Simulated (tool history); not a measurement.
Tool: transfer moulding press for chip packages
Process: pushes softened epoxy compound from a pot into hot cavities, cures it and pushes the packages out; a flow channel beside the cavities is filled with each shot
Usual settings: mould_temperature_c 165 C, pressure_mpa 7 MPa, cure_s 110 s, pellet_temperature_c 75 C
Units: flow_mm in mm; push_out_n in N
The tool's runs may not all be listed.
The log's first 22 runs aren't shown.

run	hour	mould_temperature_c	pressure_mpa	cure_s	pellet_temperature_c	hours of work since the mould's thermocouples were calibrated	shots since the plunger's rings were changed	shots since the cavities were cleaned	incoming compound's hours out of the cold store	flow_mm	push_out_n
23	161.3	164	8.43	110	80	303	1317	217	20.9	1104	331
24	167.3	170	5.3	110	75	308	1385	285	18.2	868	322
25	174.6	170	6.93	110	75	312	1468	368	33.9	920	364
26	181.4	160	5.64	110	75	317	1544	444	37.1	846	463
27	185.8	160	5.64	110	75	320	1594	494	21.4	918	484
28	191.4	170	5.8	100	67	324	1657	557	34.3	837	405
29	200.3	170	5.8	100	67	330	1757	657	18.1	907	413
30	207.5	170	5.8	100	67	334	1838	738	15.3	920	454

3 ways to go on from here, each from the tool as it stands after run 30. What would each give?
# hour 211: mould's thermocouples calibrated
A	216.7	165	5.34	100	83	4	1919	819	12.2	?	?
# hour 211: mould's thermocouples calibrated
B	216.7	168	8.25	100	79	4	1919	819	27.6	?	?
# hour 211: mould's thermocouples calibrated
C	216.7	170	7.65	100	68	4	1919	819	29	?	?

run	flow_mm	push_out_n
A	913	487
B	1034	448
C	987	434
Without the tool's hidden state the same runs would have given:
run	flow_mm	push_out_n
A	926	244
B	1049	224
C	1001	217
